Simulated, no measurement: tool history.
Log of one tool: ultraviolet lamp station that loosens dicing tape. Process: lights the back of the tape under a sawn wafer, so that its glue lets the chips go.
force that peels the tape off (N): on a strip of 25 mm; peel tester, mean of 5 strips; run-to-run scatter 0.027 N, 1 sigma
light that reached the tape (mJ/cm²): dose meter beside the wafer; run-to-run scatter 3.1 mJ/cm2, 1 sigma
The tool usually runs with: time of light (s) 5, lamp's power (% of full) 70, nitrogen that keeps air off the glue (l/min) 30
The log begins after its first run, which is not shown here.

run	hour	time of light (s)	lamp's power (% of full)	nitrogen that keeps air off the glue (l/min)	hours of work of the lamp	hours of work since the window was cleaned	force that peels the tape off (N)	light that reached the tape (mJ/cm²)
2	23.8	5	70	30	535	378	1.334	459
3	44.2	5	70	30	549	392	1.314	466
4	58.7	2	70	30	560	403	4.961	183
5	69.8	2	70	30	567	410	4.687	185
6	88.3	2	70	30	580	423	4.795	183
7	104.5	5	70	30	592	435	1.292	462
8	129.8	5	70	30	610	453	1.298	459
9	151.5	5	70	30	625	468	1.322	463
10	177.1	5	70	30	643	486	1.328	461
11	197.0	5	70	30	657	500	1.323	457
12	208.9	5	70	30	665	508	1.324	460
13	230.2	5	61	30	680	523	1.704	400
14	246.4	5	61	30	692	534	1.749	399
15	265.8	5	61	30	705	548	1.720	400
16	276.3	3	70	30	713	556	3.064	278
17	296.5	3	70	30	727	570	3.034	277
18	312.0	5	70	30	738	581	1.264	460
19	323.4	5	70	30	746	589	1.364	458
20	346.5	5	70	30	762	605	1.302	458
21	363.5	5	70	30	774	617	1.344	459

Run 22 is up next; what results do you expect?
22	387.0	5	70	30	790	633	?	?

force that peels the tape off (N): 1.298
light that reached the tape (mJ/cm²): 461
The same run, on a tool lacking any hidden state, would have yielded force that peels the tape off (N) 1.293, light that reached the tape (mJ/cm²) 462.
